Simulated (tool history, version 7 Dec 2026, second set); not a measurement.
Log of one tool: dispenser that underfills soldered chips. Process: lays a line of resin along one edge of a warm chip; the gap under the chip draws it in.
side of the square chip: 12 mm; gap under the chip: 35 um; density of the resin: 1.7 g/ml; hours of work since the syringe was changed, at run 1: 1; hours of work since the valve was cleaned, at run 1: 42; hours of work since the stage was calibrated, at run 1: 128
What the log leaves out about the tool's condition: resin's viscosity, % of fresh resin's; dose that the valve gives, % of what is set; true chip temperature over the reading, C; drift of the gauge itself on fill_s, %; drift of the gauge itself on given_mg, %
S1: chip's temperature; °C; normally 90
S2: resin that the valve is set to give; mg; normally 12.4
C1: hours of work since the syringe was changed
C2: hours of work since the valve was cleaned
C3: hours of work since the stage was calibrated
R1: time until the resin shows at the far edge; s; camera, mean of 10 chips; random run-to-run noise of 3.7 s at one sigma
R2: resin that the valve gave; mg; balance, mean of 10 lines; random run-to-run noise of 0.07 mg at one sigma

run,day,S1,S2,C1,C2,C3,R1,R2
1,0.000,90,12.4,1,42,128,388.8,12.01
2,0.104,90,12.4,3,44,130,452.2,11.94
3,0.279,90,12.4,6,48,133,551.4,11.88
4,0.475,90,12.4,10,51,136,706.1,11.84
# day 0.525: new syringe of resin
5,0.608,90,12.4,1,53,138,393.7,11.78
6,0.721,78,12.4,4,55,141,767.4,11.83
7,0.933,78,12.4,7,59,144,998.4,11.72
8,1.088,78,12.4,10,62,147,1200.5,11.81
# day 1.112: new syringe of resin
9,1.208,90,12.4,2,64,149,392.3,11.57
10,1.400,90,12.4,5,68,153,500.3,11.66
11,1.608,90,12.4,9,71,157,652.1,11.70
# day 1.700: new syringe of resin
12,1.742,90,12.4,1,74,159,377.8,11.51
13,1.871,90,12.4,3,76,161,445.8,11.47
14,2.062,90,12.4,7,79,165,564.2,11.48
15,2.262,90,12.4,10,83,168,729.7,11.44
# day 2.288: new syringe of resin
16,2.408,90,12.4,2,85,171,413.1,11.41
17,2.588,90,12.4,5,89,174,518.1,11.38
18,2.767,90,12.4,9,92,177,629.4,11.36
# day 2.871: new syringe of resin
19,2.892,89,14.9,0,94,179,374.3,13.53
20,3.038,78,14.9,3,97,182,726.2,13.64
21,3.154,79,14.1,5,99,184,797.6,12.84
22,3.338,102,12.4,9,102,187,393.2,11.16
# day 3.454: new syringe of resin
23,3.454,96,14.2,0,104,189,270.1,12.75
# day 3.517: dispensing valve cleaned and set on the balance
24,3.592,96,14.2,2,1,191,303.6,14.22
25,3.725,76,11.1,4,4,193,893.5,10.97
26,3.842,89,13.8,6,6,196,553.6,13.77
27,3.946,90,14.8,8,8,197,598.6,14.74
# day 4.083: new syringe of resin
28,4.133,97,13.2,1,11,201,282.3,13.11
29,4.221,92,14.0,3,13,202,384.5,13.89
30,4.375,90,13.9,5,15,205,496.1,13.74
31,4.571,90,10.6,9,19,209,683.0,10.32
# day 4.667: new syringe of resin
32,4.754,76,10.7,2,22,212,762.8,10.47
33,4.933,91,14.8,5,25,215,454.6,14.46
34,5.092,91,14.8,8,28,218,549.7,14.43
# day 5.250: new syringe of resin
35,5.250,90,11.2,0,31,221,356.7,10.95
36,5.350,92,12.3,2,33,222,359.2,11.93

Hidden condition of the tool, last listed run before each entry between runs versus first listed run after:
Runs 4 to 5: new syringe of resin (day 0.525)
  resin's viscosity, % of fresh resin's: 196.4 -> 110.5; dose that the valve gives, % of what is set: 95.39 -> 95.18; true chip temperature over the reading, C: 0.6 -> 0.61
  measured minus no-state result, R1: +341.2 -> +31.9 s; R2: -0.58 -> -0.59 mg
Runs 8 to 9: new syringe of resin (day 1.112)
  resin's viscosity, % of fresh resin's: 199.4 -> 110.4; dose that the valve gives, % of what is set: 94.39 -> 94.2; true chip temperature over the reading, C: 0.64 -> 0.65
  measured minus no-state result, R1: +588.5 -> +31.8 s; R2: -0.70 -> -0.72 mg
Runs 11 to 12: new syringe of resin (day 1.700)
  resin's viscosity, % of fresh resin's: 181.1 -> 105.3; dose that the valve gives, % of what is set: 93.53 -> 93.34; true chip temperature over the reading, C: 0.68 -> 0.69
  measured minus no-state result, R1: +286.8 -> +13.9 s; R2: -0.80 -> -0.82 mg
Runs 15 to 16: new syringe of resin (day 2.288)
  resin's viscosity, % of fresh resin's: 200.3 -> 114.5; dose that the valve gives, % of what is set: 92.48 -> 92.27; true chip temperature over the reading, C: 0.73 -> 0.74
  measured minus no-state result, R1: +360.5 -> +47.6 s; R2: -0.93 -> -0.96 mg
Runs 18 to 19: new syringe of resin (day 2.871)
  resin's viscosity, % of fresh resin's: 178.2 -> 102.9; dose that the valve gives, % of what is set: 91.66 -> 91.49; true chip temperature over the reading, C: 0.77 -> 0.78
  measured minus no-state result, R1: +272.0 -> +1.6 s; R2: -1.04 -> -1.27 mg
Runs 22 to 23: new syringe of resin (day 3.454)
  resin's viscosity, % of fresh resin's: 178.4 -> 99.7; dose that the valve gives, % of what is set: 90.76 -> 90.58
  measured minus no-state result, R1: +171.0 -> -6.4 s; R2: -1.14 -> -1.32 mg
Runs 23 to 24: dispensing valve cleaned and set on the balance (day 3.517)
  resin's viscosity, % of fresh resin's: 99.7 -> 112.5; dose that the valve gives, % of what is set: 90.58 -> 99.7; true chip temperature over the reading, C: 0.81 -> 0.82
  measured minus no-state result, R1: -6.4 -> +24.8 s; R2: -1.32 -> -0.04 mg
Runs 27 to 28: new syringe of resin (day 4.083)
  resin's viscosity, % of fresh resin's: 173.8 -> 106.6; dose that the valve gives, % of what is set: 99.1 -> 98.83; true chip temperature over the reading, C: 0.85 -> 0.86
  measured minus no-state result, R1: +241.9 -> +8.6 s; R2: -0.14 -> -0.16 mg
Runs 31 to 32: new syringe of resin (day 4.667)
  resin's viscosity, % of fresh resin's: 182.8 -> 110.5; dose that the valve gives, % of what is set: 98.1 -> 97.8; true chip temperature over the reading, C: 0.89 -> 0.91
  measured minus no-state result, R1: +297.9 -> +49.3 s; R2: -0.20 -> -0.23 mg
Runs 34 to 35: new syringe of resin (day 5.250)
  resin's viscosity, % of fresh resin's: 167.1 -> 97.8; dose that the valve gives, % of what is set: 97.24 -> 96.98; true chip temperature over the reading, C: 0.93 -> 0.94
  measured minus no-state result, R1: +208.2 -> -19.2 s; R2: -0.41 -> -0.34 mg
